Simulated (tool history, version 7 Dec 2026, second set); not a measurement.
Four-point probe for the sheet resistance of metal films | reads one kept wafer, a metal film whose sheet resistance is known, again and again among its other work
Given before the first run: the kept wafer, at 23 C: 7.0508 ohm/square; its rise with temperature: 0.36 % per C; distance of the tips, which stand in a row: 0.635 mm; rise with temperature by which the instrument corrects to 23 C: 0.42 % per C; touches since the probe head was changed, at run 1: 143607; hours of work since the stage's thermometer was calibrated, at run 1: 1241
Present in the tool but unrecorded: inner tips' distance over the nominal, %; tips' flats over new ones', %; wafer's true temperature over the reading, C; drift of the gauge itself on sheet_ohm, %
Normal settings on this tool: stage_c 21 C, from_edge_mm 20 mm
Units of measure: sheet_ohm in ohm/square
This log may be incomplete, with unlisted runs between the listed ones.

run,hour,stage_c,from_edge_mm,touches since the probe head was changed,hours of work since the stage's thermometer was calibrated,sheet_ohm
1,0,21,20,143607,1241,7.134912
# hour 54.2: new probe head fitted
2,77.8,21,20,722,1273,7.047443
3,174.1,21,20,3665,1312,7.051596
4,228.9,20,20,5341,1334,7.05684
5,287.6,20,20,7136,1358,7.056542
6,389,20,20,10236,1400,7.059248
7,487.4,20,20,13244,1440,7.060905
8,597.7,20,20,16618,1485,7.06312
9,652.7,21,20,18301,1507,7.061471
10,712.9,21,3,20141,1532,7.224237
11,784.4,28,20,22326,1561,7.039178
12,896.8,28,20,25764,1607,7.039385
13,970.3,28,20,28011,1637,7.040179
14,1082.2,25,20,31432,1683,7.05672
15,1133.9,25,20,33012,1704,7.055143
16,1223.4,25,20,35751,1740,7.058627
17,1276.9,22,20,37385,1762,7.068487
18,1344.1,31,20,39441,1790,7.035335
19,1432.7,27,20,42149,1826,7.055933
20,1491.3,22,5,43942,1850,7.131835
21,1564.5,25,11,46178,1880,7.073091
22,1637.1,25,18,48399,1909,7.06677
23,1708.4,25,18,50581,1939,7.067914
24,1776.7,25,18,52670,1966,7.069296
25,1830.2,27,23,54305,1988,7.062413
26,1907.4,27,23,56664,2020,7.064111
27,2002.3,27,23,59567,2059,7.066375
28,2054.1,27,23,61150,2080,7.06469
29,2102,27,23,62614,2099,7.066665
30,2171.6,27,23,64742,2128,7.070084
31,2235.9,27,23,66710,2154,7.073276
32,2321,27,23,69312,2189,7.072728
33,2393.9,27,23,71541,2218,7.07478
34,2478.1,29,51,74115,2253,7.065701
35,2585.7,21,30,77406,2297,7.102414

For each entry between runs, how does the tool's hidden state at the last listed run before it compare with that at the first listed run after it?
Between runs 1 and 2: new probe head fitted (hour 54.2)
  inner tips' distance over the nominal, %: 0.781 -> -0.322; tips' flats over new ones', %: 90 -> 0; wafer's true temperature over the reading, C: 0.42 -> 0.43
  measured result minus the result with no hidden state, sheet_ohm: +0.070771 -> -0.013423 ohm/square

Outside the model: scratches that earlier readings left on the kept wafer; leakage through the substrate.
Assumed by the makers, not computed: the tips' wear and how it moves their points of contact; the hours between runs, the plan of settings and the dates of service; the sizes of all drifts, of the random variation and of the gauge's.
